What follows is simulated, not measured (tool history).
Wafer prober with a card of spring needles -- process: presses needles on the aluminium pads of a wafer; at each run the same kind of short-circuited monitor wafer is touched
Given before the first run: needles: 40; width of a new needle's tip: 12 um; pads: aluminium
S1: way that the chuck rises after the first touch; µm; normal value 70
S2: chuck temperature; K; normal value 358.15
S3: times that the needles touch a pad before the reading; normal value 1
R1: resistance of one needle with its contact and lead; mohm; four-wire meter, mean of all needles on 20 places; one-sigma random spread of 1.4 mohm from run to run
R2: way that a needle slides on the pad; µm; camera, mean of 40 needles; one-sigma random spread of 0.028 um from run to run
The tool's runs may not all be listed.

| run | hour | S1 | S2 | S3 | R1 | R2 |
|---|---|---|---|---|---|---|
| 1 | 0.0 | 70 | 358.15 | 1 | 127 | 13.96 |
|  | 24.0 | tips cleaned on abrasive film |
| 2 | 33.8 | 70 | 358.15 | 1 | 127 | 13.85 |
|  | 50.8 | tips cleaned on abrasive film |
|  | 77.0 | tips cleaned on abrasive film |
| 3 | 86.3 | 70 | 358.15 | 1 | 129 | 13.90 |
|  | 105.0 | tips cleaned on abrasive film |
| 4 | 130.1 | 70 | 358.15 | 1 | 128 | 13.87 |
|  | 135.3 | tips cleaned on abrasive film |
|  | 146.6 | height of the first contact set anew |
|  | 161.5 | tips cleaned on abrasive film |
| 5 | 161.5 | 70 | 358.15 | 1 | 127 | 13.86 |
|  | 189.0 | tips cleaned on abrasive film |
| 6 | 205.6 | 70 | 358.15 | 1 | 125 | 13.79 |
|  | 218.7 | tips cleaned on abrasive film |
| 7 | 229.3 | 70 | 351.15 | 1 | 127 | 13.78 |
|  | 245.7 | tips cleaned on abrasive film |
| 8 | 265.2 | 70 | 351.15 | 1 | 126 | 13.76 |
|  | 271.0 | tips cleaned on abrasive film |
|  | 297.0 | tips cleaned on abrasive film |
| 9 | 315.3 | 70 | 351.15 | 1 | 124 | 13.74 |
|  | 324.3 | tips cleaned on abrasive film |
|  | 351.0 | tips cleaned on abrasive film |
| 10 | 356.9 | 73 | 302.15 | 1 | 119 | 14.30 |
|  | 380.6 | tips cleaned on abrasive film |
| 11 | 404.2 | 88 | 307.15 | 2 | 117 | 17.18 |
|  | 408.5 | tips cleaned on abrasive film |
|  | 438.1 | tips cleaned on abrasive film |
| 12 | 447.0 | 70 | 358.15 | 2 | 129 | 13.66 |
|  | 466.6 | tips cleaned on abrasive film |
| 13 | 489.3 | 86 | 303.15 | 2 | 117 | 16.85 |
|  | 492.4 | tips cleaned on abrasive film |
|  | 521.2 | tips cleaned on abrasive film |
| 14 | 535.3 | 86 | 303.15 | 2 | 118 | 16.74 |
|  | 547.6 | tips cleaned on abrasive film |
|  | 575.9 | tips cleaned on abrasive film |
| 15 | 582.8 | 70 | 388.15 | 1 | 134 | 13.57 |

Results for each run, recomputed without the tool's hidden state and with each run's random variation untouched:
Hidden state at play: debris on the tips, nm; way that the needles fall short of the set height, um; tips' diameter, um; drift of the gauge itself on contact_mohm, %; drift of the gauge itself on scrub_um, %.
| run | R2 |
|---|---|
| 1 | 13.96 |
| 2 | 13.88 |
| 3 | 13.96 |
| 4 | 13.95 |
| 5 | 13.95 |
| 6 | 13.90 |
| 7 | 13.91 |
| 8 | 13.90 |
| 9 | 13.91 |
| 10 | 14.51 |
| 11 | 17.47 |
| 12 | 13.91 |
| 13 | 17.19 |
| 14 | 17.11 |
| 15 | 13.90 |
R1: same as the measured value in every run.
